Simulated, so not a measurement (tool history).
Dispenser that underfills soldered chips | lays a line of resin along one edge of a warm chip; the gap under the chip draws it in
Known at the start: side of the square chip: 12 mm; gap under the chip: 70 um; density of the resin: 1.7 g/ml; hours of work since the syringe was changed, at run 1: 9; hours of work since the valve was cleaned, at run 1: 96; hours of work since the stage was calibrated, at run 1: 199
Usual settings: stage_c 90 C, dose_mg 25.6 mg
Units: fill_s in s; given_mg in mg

| run | hour | stage_c | dose_mg | hours of work since the syringe was changed | hours of work since the valve was cleaned | hours of work since the stage was calibrated | fill_s | given_mg |
|---|---|---|---|---|---|---|---|---|
| 1 | 0.0 | 90 | 25.6 | 9 | 96 | 199 | 213.7 | 23.98 |
|  | 3.7 | new syringe of resin |
| 2 | 11.8 | 90 | 25.6 | 6 | 104 | 207 | 162.2 | 23.84 |
|  | 19.8 | new syringe of resin |
| 3 | 25.5 | 90 | 25.6 | 4 | 113 | 216 | 138.0 | 23.68 |
|  | 35.6 | new syringe of resin |
|  | 38.3 | dispensing valve cleaned and set on the balance |
| 4 | 39.6 | 90 | 25.6 | 2 | 1 | 225 | 121.1 | 25.65 |
| 5 | 46.7 | 90 | 25.6 | 7 | 6 | 229 | 180.8 | 25.66 |
|  | 52.3 | new syringe of resin |
| 6 | 56.0 | 90 | 31.3 | 3 | 12 | 236 | 120.6 | 30.90 |
|  | 68.4 | new syringe of resin |
| 7 | 70.3 | 77 | 31.3 | 1 | 22 | 245 | 156.2 | 30.59 |
| 8 | 78.4 | 77 | 31.3 | 7 | 27 | 251 | 248.2 | 30.55 |
|  | 85.0 | new syringe of resin |
| 9 | 87.8 | 77 | 31.3 | 2 | 33 | 257 | 173.2 | 30.72 |
| 10 | 98.7 | 77 | 31.3 | 9 | 41 | 264 | 312.5 | 30.63 |
|  | 101.0 | new syringe of resin |
| 11 | 104.8 | 77 | 31.3 | 3 | 45 | 268 | 177.4 | 30.36 |
|  | 117.4 | new syringe of resin |
| 12 | 118.6 | 90 | 25.6 | 1 | 54 | 278 | 110.5 | 24.69 |
| 13 | 129.9 | 90 | 30.4 | 9 | 62 | 286 | 203.7 | 29.47 |
|  | 133.9 | new syringe of resin |
| 14 | 136.2 | 90 | 30.4 | 2 | 66 | 290 | 113.2 | 29.03 |
| 15 | 142.9 | 78 | 26.6 | 6 | 71 | 294 | 233.7 | 25.53 |
|  | 149.6 | new syringe of resin |
| 16 | 155.8 | 75 | 32.5 | 4 | 79 | 303 | 219.3 | 31.27 |
|  | 165.4 | new syringe of resin |
| 17 | 169.6 | 77 | 33.0 | 3 | 88 | 312 | 178.7 | 31.10 |
| 18 | 176.1 | 82 | 29.2 | 7 | 93 | 317 | 227.6 | 27.73 |
|  | 181.1 | new syringe of resin |
| 19 | 185.6 | 85 | 23.8 | 3 | 99 | 323 | 151.4 | 22.50 |
|  | 197.0 | new syringe of resin |
| 20 | 200.2 | 85 | 26.2 | 2 | 109 | 333 | 140.7 | 24.38 |
| 21 | 212.0 | 86 | 32.2 | 10 | 117 | 341 | 257.5 | 29.94 |
|  | 212.9 | new syringe of resin |
|  | 218.7 | dispensing valve cleaned and set on the balance |
| 22 | 222.8 | 86 | 32.2 | 6 | 3 | 347 | 180.3 | 32.21 |
|  | 229.8 | new syringe of resin |
| 23 | 230.4 | 86 | 32.2 | 0 | 8 | 352 | 114.3 | 32.15 |
| 24 | 236.8 | 86 | 32.2 | 5 | 12 | 357 | 163.9 | 31.84 |
|  | 245.7 | new syringe of resin |
| 25 | 247.6 | 94 | 25.5 | 1 | 19 | 364 | 99.6 | 25.33 |
| 26 | 257.5 | 92 | 33.3 | 8 | 26 | 371 | 181.7 | 32.97 |

Measured less the same run without the tool's hidden state. The same run-to-run variation is in both; the gauge's scatter may not be:
The hidden state here: resin's viscosity, % of fresh resin's; dose that the valve gives, % of what is set; true chip temperature over the reading, C; drift of the gauge itself on fill_s, %; drift of the gauge itself on given_mg, %.
| run | fill_s | given_mg |
|---|---|---|
| 1 | +109.9 | -1.63 |
| 2 | +57.1 | -1.74 |
| 3 | +35.1 | -1.90 |
| 4 | +18.1 | +0.01 |
| 5 | +78.0 | -0.07 |
| 6 | +19.9 | -0.20 |
| 7 | +9.5 | -0.39 |
| 8 | +100.5 | -0.50 |
| 9 | +23.8 | -0.62 |
| 10 | +165.4 | -0.76 |
| 11 | +29.7 | -0.84 |
| 12 | +6.2 | -0.84 |
| 13 | +100.7 | -1.15 |
| 14 | +11.4 | -1.21 |
| 15 | +89.0 | -1.13 |
| 16 | +62.3 | -1.57 |
| 17 | +33.4 | -1.77 |
| 18 | +99.1 | -1.64 |
| 19 | +29.8 | -1.44 |
| 20 | +22.2 | -1.72 |
| 21 | +144.5 | -2.30 |
| 22 | +65.6 | -0.09 |
| 23 | +2.6 | -0.19 |
| 24 | +51.9 | -0.27 |
| 25 | +7.7 | -0.34 |
| 26 | +84.5 | -0.57 |
